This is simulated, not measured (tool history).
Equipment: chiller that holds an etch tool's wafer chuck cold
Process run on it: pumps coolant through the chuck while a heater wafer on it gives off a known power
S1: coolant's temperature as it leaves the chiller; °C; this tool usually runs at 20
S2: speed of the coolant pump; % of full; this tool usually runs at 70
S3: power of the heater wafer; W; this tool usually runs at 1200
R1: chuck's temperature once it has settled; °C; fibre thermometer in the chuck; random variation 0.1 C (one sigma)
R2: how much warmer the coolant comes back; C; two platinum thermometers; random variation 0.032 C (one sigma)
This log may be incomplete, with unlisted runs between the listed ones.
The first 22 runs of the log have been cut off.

{"run": 23, "hour": 3490.4, "S1": 24, "S2": 70, "S3": 802, "R1": 30.7, "R2": 2.28}
{"run": 24, "hour": 3600.6, "S1": 24, "S2": 70, "S3": 802, "R1": 30.8, "R2": 2.29}
{"run": 25, "hour": 3718.9, "S1": 16, "S2": 70, "S3": 990, "R1": 24.4, "R2": 2.86}
{"run": 26, "hour": 3879.5, "S1": 16, "S2": 70, "S3": 990, "R1": 24.4, "R2": 2.9}
{"run": 27, "hour": 4057.4, "S1": 26, "S2": 70, "S3": 1203, "R1": 36.3, "R2": 3.51}
{"hour": 4174.3, "done": "gauge calibrated"}
{"run": 28, "hour": 4174.3, "S1": 26, "S2": 70, "S3": 1203, "R1": 36.3, "R2": 3.79}
{"run": 29, "hour": 4276.2, "S1": 14, "S2": 100, "S3": 1203, "R1": 21.9, "R2": 2.53}
{"run": 30, "hour": 4462.1, "S1": 13, "S2": 67, "S3": 1047, "R1": 22.2, "R2": 3.38}
{"run": 31, "hour": 4628.3, "S1": 13, "S2": 67, "S3": 1047, "R1": 22.4, "R2": 3.45}
{"run": 32, "hour": 4732.3, "S1": 20, "S2": 65, "S3": 1721, "R1": 35.6, "R2": 5.8}

Consider 4 possible next runs. They are alternatives, not a sequence: every one starts from the tool as it was left by run 32. What does each give?
{"run": "A", "hour": 4922.0, "S1": 20, "S2": 99, "S3": 1721, "R1": "?", "R2": "?"}
{"run": "B", "hour": 4922.0, "S1": 10, "S2": 92, "S3": 1200, "R1": "?", "R2": "?"}
{"run": "C", "hour": 4922.0, "S1": 29, "S2": 73, "S3": 684, "R1": "?", "R2": "?"}
{"run": "D", "hour": 4922.0, "S1": 20, "S2": 76, "S3": 1328, "R1": "?", "R2": "?"}

run=A R1=31.3 R2=3.63
run=B R1=18.4 R2=2.74
run=C R1=34.8 R2=1.92
run=D R1=30.8 R2=3.67
The same runs, with their run-to-run variation unchanged, on a tool lacking any hidden condition would have given:
run=A R1=31.3 R2=3.66
run=B R1=18.4 R2=2.78
run=C R1=34.8 R2=1.96
run=D R1=30.8 R2=3.71
